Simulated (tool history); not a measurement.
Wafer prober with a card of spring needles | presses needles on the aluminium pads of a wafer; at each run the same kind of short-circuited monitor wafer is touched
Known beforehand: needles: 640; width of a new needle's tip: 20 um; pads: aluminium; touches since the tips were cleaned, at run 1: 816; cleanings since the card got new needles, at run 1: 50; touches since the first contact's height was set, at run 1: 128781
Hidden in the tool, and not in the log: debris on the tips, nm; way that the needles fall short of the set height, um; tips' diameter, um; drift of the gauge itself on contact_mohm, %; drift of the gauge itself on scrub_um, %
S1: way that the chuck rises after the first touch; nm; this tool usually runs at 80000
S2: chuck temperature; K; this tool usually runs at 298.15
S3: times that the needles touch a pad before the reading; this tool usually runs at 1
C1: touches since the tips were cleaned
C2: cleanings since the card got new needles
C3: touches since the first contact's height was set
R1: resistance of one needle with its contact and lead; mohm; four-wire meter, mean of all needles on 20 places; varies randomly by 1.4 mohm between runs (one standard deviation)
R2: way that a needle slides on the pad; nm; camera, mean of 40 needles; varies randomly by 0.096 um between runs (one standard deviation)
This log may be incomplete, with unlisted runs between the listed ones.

{"run": 1, "hour": 0.0, "S1": 80000, "S2": 298.15, "S3": 1, "C1": 816, "C2": 50, "C3": 128781, "R1": 128, "R2": 15440}
{"hour": 9.1, "done": "tips cleaned on abrasive film"}
{"run": 2, "hour": 10.2, "S1": 80000, "S2": 298.15, "S3": 1, "C1": 196, "C2": 51, "C3": 130606, "R1": 125, "R2": 15640}
{"run": 3, "hour": 19.4, "S1": 80000, "S2": 298.15, "S3": 1, "C1": 1872, "C2": 51, "C3": 132282, "R1": 133, "R2": 15580}
{"hour": 23.4, "done": "tips cleaned on abrasive film"}
{"hour": 28.6, "done": "height of the first contact set anew"}
{"hour": 38.4, "done": "tips cleaned on abrasive film"}
{"run": 4, "hour": 40.5, "S1": 80000, "S2": 298.15, "S3": 1, "C1": 392, "C2": 53, "C3": 2145, "R1": 126, "R2": 15340}
{"hour": 51.5, "done": "tips cleaned on abrasive film"}
{"run": 5, "hour": 51.8, "S1": 80000, "S2": 350.15, "S3": 1, "C1": 43, "C2": 54, "C3": 4159, "R1": 131, "R2": 15440}
{"hour": 65.2, "done": "tips cleaned on abrasive film"}
{"run": 6, "hour": 67.4, "S1": 80000, "S2": 350.15, "S3": 1, "C1": 399, "C2": 55, "C3": 6971, "R1": 137, "R2": 15450}
{"hour": 78.5, "done": "tips cleaned on abrasive film"}
{"run": 7, "hour": 83.8, "S1": 80000, "S2": 305.15, "S3": 1, "C1": 976, "C2": 56, "C3": 9929, "R1": 132, "R2": 15340}
{"hour": 92.6, "done": "tips cleaned on abrasive film"}
{"run": 8, "hour": 99.7, "S1": 81000, "S2": 390.15, "S3": 2, "C1": 1295, "C2": 57, "C3": 12781, "R1": 141, "R2": 15580}
{"hour": 106.0, "done": "tips cleaned on abrasive film"}
{"run": 9, "hour": 111.4, "S1": 81000, "S2": 390.15, "S3": 2, "C1": 980, "C2": 58, "C3": 14888, "R1": 142, "R2": 15400}
{"hour": 119.9, "done": "tips cleaned on abrasive film"}
{"run": 10, "hour": 121.7, "S1": 80000, "S2": 322.15, "S3": 1, "C1": 325, "C2": 59, "C3": 16733, "R1": 132, "R2": 15300}
{"hour": 127.2, "done": "height of the first contact set anew, once more"}
{"hour": 134.7, "done": "tips cleaned on abrasive film"}
{"run": 11, "hour": 143.2, "S1": 81000, "S2": 320.15, "S3": 1, "C1": 1532, "C2": 60, "C3": 2879, "R1": 134, "R2": 16410}

Each row is a separate what-if for the run after 11, all from the same tool condition, not one after another. Results?
{"hour": 148.2, "done": "tips cleaned on abrasive film"}
{"run": "A", "hour": 152.4, "S1": 76000, "S2": 352.15, "S3": 1, "C1": 752, "C2": 61, "C3": 4526, "R1": "?", "R2": "?"}
{"hour": 148.2, "done": "tips cleaned on abrasive film"}
{"run": "B", "hour": 152.4, "S1": 85000, "S2": 366.15, "S3": 2, "C1": 752, "C2": 61, "C3": 4526, "R1": "?", "R2": "?"}
{"hour": 148.2, "done": "tips cleaned on abrasive film"}
{"run": "C", "hour": 152.4, "S1": 76000, "S2": 369.15, "S3": 3, "C1": 752, "C2": 61, "C3": 4526, "R1": "?", "R2": "?"}

run=A R1=137 R2=15130
run=B R1=136 R2=16970
run=C R1=137 R2=15300
Without the tool's unlogged condition, the same runs would have read:
run=A R1=130 R2=15150
run=B R1=132 R2=16990
run=C R1=134 R2=15320

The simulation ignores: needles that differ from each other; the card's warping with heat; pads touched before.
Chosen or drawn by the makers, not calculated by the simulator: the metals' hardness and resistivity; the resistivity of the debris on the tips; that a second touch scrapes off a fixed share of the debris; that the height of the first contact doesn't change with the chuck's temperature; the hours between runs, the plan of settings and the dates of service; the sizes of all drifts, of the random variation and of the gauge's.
